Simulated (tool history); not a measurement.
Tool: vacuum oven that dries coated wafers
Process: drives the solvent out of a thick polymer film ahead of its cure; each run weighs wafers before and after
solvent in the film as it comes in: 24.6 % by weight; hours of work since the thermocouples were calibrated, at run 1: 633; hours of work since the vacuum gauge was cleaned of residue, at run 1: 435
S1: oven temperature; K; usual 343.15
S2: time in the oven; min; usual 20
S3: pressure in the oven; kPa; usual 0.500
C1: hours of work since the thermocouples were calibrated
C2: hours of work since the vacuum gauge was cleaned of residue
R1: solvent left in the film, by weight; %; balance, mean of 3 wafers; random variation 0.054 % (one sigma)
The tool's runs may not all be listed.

Run 1, hour 0.0: usual settings; C1 633; C2 435. Result: R1 2.08 %.
Run 2, hour 12.0: usual settings but S3 1.677 kPa; C1 640; C2 442. Result: R1 3.17 %.
Run 3, hour 28.4: usual settings but S2 18 min; C1 649; C2 451. Result: R1 2.62 %.
Run 4, hour 40.2: usual settings but S1 357.15 K, S2 18 min; C1 656; C2 457. Result: R1 0.49 %.
Run 5, hour 55.7: usual settings; C1 665; C2 466. Result: R1 2.15 %.
Run 6, hour 70.5: usual settings but S2 26 min; C1 673; C2 475. Result: R1 1.37 %.
Run 7, hour 79.1: usual settings but S2 26 min; C1 678; C2 479. Result: R1 1.17 %.
At hour 83.6: oven's thermocouples calibrated.
Run 8, hour 96.6: usual settings but S2 26 min; C1 7; C2 488. Result: R1 1.22 %.
Run 9, hour 107.5: usual settings but S2 26 min; C1 13; C2 494. Result: R1 1.24 %.
Run 10, hour 125.3: usual settings but S2 26 min; C1 24; C2 504. Result: R1 1.30 %.
Run 11, hour 138.8: usual settings but S1 337.15 K; C1 31; C2 512. Result: R1 3.96 %.

Run 12 comes next. What will it give?
Run 12, hour 149.0: usual settings but S3 0.591 kPa; C1 37; C2 518. Result: R1 ?.

R1: 2.19 %
Without the tool's hidden state the same run would have given R1 2.18 %.
